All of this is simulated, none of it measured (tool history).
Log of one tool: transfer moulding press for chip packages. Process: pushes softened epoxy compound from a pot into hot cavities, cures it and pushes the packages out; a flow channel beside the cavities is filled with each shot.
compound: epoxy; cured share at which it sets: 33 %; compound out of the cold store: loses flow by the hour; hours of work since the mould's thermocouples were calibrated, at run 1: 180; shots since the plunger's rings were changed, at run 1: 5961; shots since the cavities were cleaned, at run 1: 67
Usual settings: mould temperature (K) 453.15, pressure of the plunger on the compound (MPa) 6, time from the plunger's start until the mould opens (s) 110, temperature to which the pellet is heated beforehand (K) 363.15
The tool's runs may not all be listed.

| run | hour | mould temperature (K) | pressure of the plunger on the compound (MPa) | time from the plunger's start until the mould opens (s) | temperature to which the pellet is heated beforehand (K) | hours of work since the mould's thermocouples were calibrated | shots since the plunger's rings were changed | shots since the cavities were cleaned | incoming compound's hours out of the cold store | length that the compound runs in the flow channel (mm) | greatest force on the pins that push the packages out (N) |
|---|---|---|---|---|---|---|---|---|---|---|---|
| 1 | 0.0 | 453.15 | 6 | 110 | 363.15 | 180 | 5961 | 67 | 37.8 | 531 | 561 |
| 2 | 3.9 | 453.15 | 6 | 110 | 361.15 | 182 | 5995 | 101 | 41.9 | 515 | 561 |
| 3 | 11.1 | 453.15 | 6 | 110 | 361.15 | 186 | 6055 | 161 | 20.8 | 559 | 603 |
| 4 | 17.6 | 453.15 | 6 | 110 | 361.15 | 189 | 6110 | 216 | 37.8 | 524 | 632 |
| 5 | 24.9 | 453.15 | 6 | 110 | 361.15 | 193 | 6172 | 278 | 25.0 | 551 | 694 |
| 6 | 30.4 | 453.15 | 6 | 110 | 361.15 | 196 | 6219 | 325 | 25.1 | 541 | 719 |
| 7 | 37.5 | 446.15 | 6 | 110 | 363.15 | 200 | 6278 | 384 | 27.3 | 573 | 1176 |
|  | 45.4 | plunger's sealing rings changed |
| 8 | 46.3 | 446.15 | 6 | 110 | 363.15 | 203 | 8 | 438 | 31.2 | 617 | 1189 |
| 9 | 53.2 | 446.15 | 6 | 110 | 363.15 | 206 | 66 | 496 | 27.6 | 636 | 1264 |
| 10 | 61.4 | 446.15 | 6 | 110 | 363.15 | 211 | 135 | 565 | 43.8 | 596 | 1240 |
| 11 | 67.4 | 446.15 | 6 | 110 | 363.15 | 214 | 186 | 616 | 27.8 | 630 | 1296 |
| 12 | 75.3 | 446.15 | 6 | 110 | 363.15 | 218 | 252 | 682 | 13.4 | 675 | 1425 |
| 13 | 80.6 | 454.15 | 6 | 110 | 363.15 | 221 | 298 | 728 | 9.0 | 642 | 788 |
| 14 | 88.7 | 454.15 | 6 | 110 | 363.15 | 225 | 366 | 796 | 37.1 | 578 | 773 |
| 15 | 94.2 | 461.15 | 6 | 110 | 363.15 | 228 | 412 | 842 | 20.4 | 601 | 671 |
|  | 101.3 | cavities cleaned with cleaning compound and waxed |
| 16 | 101.3 | 461.15 | 6 | 110 | 363.15 | 231 | 460 | 0 | 44.5 | 543 | 412 |
| 17 | 105.8 | 461.15 | 6 | 110 | 363.15 | 233 | 497 | 37 | 33.7 | 562 | 422 |
| 18 | 111.4 | 461.15 | 6 | 110 | 363.15 | 236 | 545 | 85 | 37.0 | 559 | 458 |

Run 19 comes next. What will it give?
| 19 | 116.8 | 461.15 | 6 | 110 | 363.15 | 238 | 590 | 130 | 31.3 | ? | ? |

Run 19 gave length that the compound runs in the flow channel (mm) 571, greatest force on the pins that push the packages out (N) 480.
Without the tool's hidden state the same run would have given length that the compound runs in the flow channel (mm) 577, greatest force on the pins that push the packages out (N) 400.
